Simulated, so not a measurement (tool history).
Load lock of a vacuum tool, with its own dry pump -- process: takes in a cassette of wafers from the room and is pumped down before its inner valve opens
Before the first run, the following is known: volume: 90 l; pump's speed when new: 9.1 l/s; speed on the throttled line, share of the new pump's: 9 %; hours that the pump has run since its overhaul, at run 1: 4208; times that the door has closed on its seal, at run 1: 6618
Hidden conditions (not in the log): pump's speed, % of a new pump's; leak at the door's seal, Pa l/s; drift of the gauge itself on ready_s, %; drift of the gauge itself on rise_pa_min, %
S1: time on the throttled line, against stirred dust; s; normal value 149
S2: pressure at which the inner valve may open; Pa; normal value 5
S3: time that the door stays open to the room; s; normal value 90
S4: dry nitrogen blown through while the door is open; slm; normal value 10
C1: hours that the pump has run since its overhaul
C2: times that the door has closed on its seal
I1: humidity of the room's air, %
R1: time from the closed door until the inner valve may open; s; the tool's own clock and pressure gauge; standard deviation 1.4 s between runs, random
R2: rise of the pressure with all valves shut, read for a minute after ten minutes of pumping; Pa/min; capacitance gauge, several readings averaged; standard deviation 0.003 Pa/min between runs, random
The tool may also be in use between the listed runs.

run	day	S1	S2	S3	S4	C1	C2	I1	R1	R2
1	0.000	149	5	90	10	4208	6618	46.4	240.9	0.098
2	6.675	149	5	103	10	4368	7165	44.6	240.8	0.095
3	13.183	149	5	103	10	4524	7698	45.3	240.1	0.110
4	16.717	149	7	90	10	4609	7987	46.1	234.4	0.112
5	22.046	149	7	90	10	4737	8424	40.3	238.8	0.110
6	25.838	186	5	90	10	4828	8734	48.5	273.8	0.122
7	30.321	186	7	90	10	4936	9102	45.3	267.1	0.127
8	34.533	149	5	90	10	5037	9447	44.0	239.1	0.126
9	37.575	149	5	90	10	5110	9696	47.1	240.5	0.136
10	42.942	149	5	126	10	5239	10135	43.4	239.4	0.146
11	47.767	149	5	90	14	5354	10530	43.9	238.8	0.139
12	51.871	149	5	90	14	5453	10866	40.6	240.9	0.137
13	57.612	149	5	90	14	5591	11337	43.4	241.9	0.153
14	62.746	149	5	100	10	5714	11757	41.8	243.6	0.162
15	66.325	149	5	100	10	5800	12050	46.6	241.7	0.171
16	71.342	149	5	100	10	5920	12461	43.0	241.6	0.173
17	77.858	149	5	28	10	6077	12995	43.3	242.8	0.170
18	81.221	149	5	90	10	6157	13270	47.0	240.1	0.189
19	86.879	149	5	110	10	6293	13734	45.4	240.6	0.201
20	92.012	149	10	34	10	6416	14154	41.8	233.9	0.194
21	96.775	149	5	90	17	6531	14544	42.5	240.7	0.205
22	101.204	149	5	98	6	6637	14907	45.7	242.8	0.236
23	106.233	115	4	29	10	6758	15319	44.2	214.4	0.212
24	109.112	93	5	27	41	6827	15555	45.7	194.3	0.205
25	112.221	93	5	27	41	6901	15809	43.2	193.3	0.205
26	115.133	93	5	27	41	6971	16048	44.1	193.6	0.213

Predict the results of run 27:
27	120.912	93	5	27	41	7110	16521	42.2	?	?

Run 27 gave R1 192.8 s, R2 0.218 Pa/min.
With no hidden state in the tool, this same run would have given R1 183.7 s, R2 0.013 Pa/min.
